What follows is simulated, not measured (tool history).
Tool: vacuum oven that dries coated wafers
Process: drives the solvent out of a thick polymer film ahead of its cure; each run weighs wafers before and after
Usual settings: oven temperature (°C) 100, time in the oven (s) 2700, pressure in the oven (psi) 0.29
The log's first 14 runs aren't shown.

run    hour  oven temperature (°C)  time in the oven (s)  pressure in the oven (psi)  hours of work since the thermocouples were calibrated  hours of work since the vacuum gauge was cleaned of residue  solvent left in the film (%)
 15   925.6                    100                  2700                        0.29                                                    232                                                          882                          3.73
 16   989.7                     85                  2700                        0.29                                                    260                                                          910                         10.74
 17    1024                    100                  1860                        0.29                                                    275                                                          926                          6.14
 18  1098.6                    100                  2700                        0.29                                                    308                                                          959                          3.57
 19  1181.8                    113                  1380                       0.234                                                    345                                                          995                          2.85
 20  1259.8                    113                  1380                       0.234                                                    379                                                         1030                          2.98
 21    1304                    113                  2640                       0.776                                                    398                                                         1049                          1.08
 22    1349                    113                  2640                       0.776                                                    418                                                         1069                           1.1
 23  1429.4                    100                  3900                        0.29                                                    454                                                         1104                           1.9
 24  1514.1                    106                  2700                       0.587                                                    491                                                         1142                          1.99
 25  1552.6                    100                  3120                       0.234                                                    508                                                         1159                          2.83
 26    1591                     97                  3120                       0.167                                                    525                                                         1176                           3.8
 27  1630.1                     97                  3120                       0.167                                                    542                                                         1193                          3.74
 28  1693.2                    105                  3120                       0.611                                                    570                                                         1221                          1.93
 29  1756.4                    105                  3120                       0.611                                                    598                                                         1249                          1.74
 30  1815.1                    100                  2700                        0.29                                                    624                                                         1275                          3.62
 31  1856.1                    100                  3720                       0.175                                                    642                                                         1293                          1.96
 32  1910.9                    103                  4020                       1.096                                                    666                                                         1317                          2.05
 33  1967.4                    100                  1440                        0.31                                                    691                                                         1342                           7.9
 34  2010.2                    100                  1440                        0.31                                                    710                                                         1361                          7.97
 35    2091                    110                  2880                       0.629                                                    746                                                         1396                          1.24
 36  2175.3                    110                  2880                       0.629                                                    783                                                         1433                           1.2

3 ways to go on from here, each from the tool as it stands after run 36. What would each give?
  A  2248.1                    111                  2700                       0.234                                                    815                                                         1465                             ?
  B  2248.1                    104                  2880                       0.629                                                    815                                                         1465                             ?
  C  2248.1                     92                  2880                       0.629                                                    815                                                         1465                             ?

run  solvent left in the film (%)
  A                           0.9
  B                          2.41
  C                           7.1
Without the tool's hidden state the same runs would have given:
run  solvent left in the film (%)
  A                          0.89
  B                          2.39
  C                          7.07
